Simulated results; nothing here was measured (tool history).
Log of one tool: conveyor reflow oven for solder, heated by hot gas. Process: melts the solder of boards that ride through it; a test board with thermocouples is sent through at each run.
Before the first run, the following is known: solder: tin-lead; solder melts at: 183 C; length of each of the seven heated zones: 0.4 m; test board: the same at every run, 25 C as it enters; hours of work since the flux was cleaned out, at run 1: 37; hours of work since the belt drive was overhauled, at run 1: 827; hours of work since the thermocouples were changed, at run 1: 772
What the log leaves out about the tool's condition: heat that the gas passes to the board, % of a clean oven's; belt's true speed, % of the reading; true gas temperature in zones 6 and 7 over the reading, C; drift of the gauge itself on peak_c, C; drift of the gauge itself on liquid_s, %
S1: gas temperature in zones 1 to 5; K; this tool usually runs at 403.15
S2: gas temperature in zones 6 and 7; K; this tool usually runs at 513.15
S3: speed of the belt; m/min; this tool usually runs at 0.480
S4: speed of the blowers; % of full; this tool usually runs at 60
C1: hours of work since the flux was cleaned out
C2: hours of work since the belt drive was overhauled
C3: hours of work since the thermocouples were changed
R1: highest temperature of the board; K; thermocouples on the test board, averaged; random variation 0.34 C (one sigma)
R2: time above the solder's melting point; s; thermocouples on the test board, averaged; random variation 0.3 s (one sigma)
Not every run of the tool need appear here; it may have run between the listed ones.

Run 1, hour 0.0: usual settings; C1 37; C2 827; C3 772. Result: R1 497.25 K, R2 78.5 s.
Run 2, hour 56.6: usual settings; C1 60; C2 850; C3 796. Result: R1 496.65 K, R2 78.1 s.
Run 3, hour 82.7: usual settings; C1 71; C2 861; C3 806. Result: R1 496.25 K, R2 78.1 s.
Run 4, hour 123.3: usual settings; C1 88; C2 877; C3 823. Result: R1 496.65 K, R2 77.7 s.
Run 5, hour 173.2: usual settings; C1 108; C2 898; C3 844. Result: R1 497.35 K, R2 78.0 s.
Run 6, hour 224.9: usual settings; C1 130; C2 919; C3 865. Result: R1 496.45 K, R2 77.6 s.
Run 7, hour 266.1: usual settings but S4 70 % of full; C1 147; C2 936; C3 882. Result: R1 498.95 K, R2 80.0 s.
Run 8, hour 300.1: usual settings but S3 0.446 m/min; C1 161; C2 950; C3 896. Result: R1 499.35 K, R2 86.7 s.
Run 9, hour 355.2: usual settings but S3 0.446 m/min; C1 183; C2 973; C3 919. Result: R1 498.95 K, R2 86.2 s.
Run 10, hour 385.1: usual settings but S3 0.446 m/min; C1 196; C2 986; C3 931. Result: R1 499.15 K, R2 85.9 s.
At hour 404.6: flux residue cleaned out of gas plates and filters.
Run 11, hour 447.8: usual settings but S3 0.446 m/min; C1 18; C2 1009; C3 955. Result: R1 499.15 K, R2 86.8 s.
Run 12, hour 479.7: usual settings but S3 0.446 m/min; C1 31; C2 1023; C3 968. Result: R1 499.65 K, R2 86.4 s.
Run 13, hour 531.1: usual settings but S4 79 % of full; C1 52; C2 1044; C3 989. Result: R1 500.55 K, R2 81.8 s.
Run 14, hour 585.6: usual settings but S1 412.15 K; C1 75; C2 1066; C3 1012. Result: R1 498.15 K, R2 83.0 s.
Run 15, hour 623.6: usual settings; C1 90; C2 1082; C3 1028. Result: R1 496.65 K, R2 77.8 s.

Run 16 has not been measured yet. What should we expect?
Run 16, hour 664.0: usual settings but S2 518.15 K; C1 107; C2 1099; C3 1044. Result: R1 ?, R2 ?.

Run 16 yielded R1 501.55 K, R2 81.6 s.
Without the tool's hidden state the same run would have given R1 501.65 K, R2 81.7 s.

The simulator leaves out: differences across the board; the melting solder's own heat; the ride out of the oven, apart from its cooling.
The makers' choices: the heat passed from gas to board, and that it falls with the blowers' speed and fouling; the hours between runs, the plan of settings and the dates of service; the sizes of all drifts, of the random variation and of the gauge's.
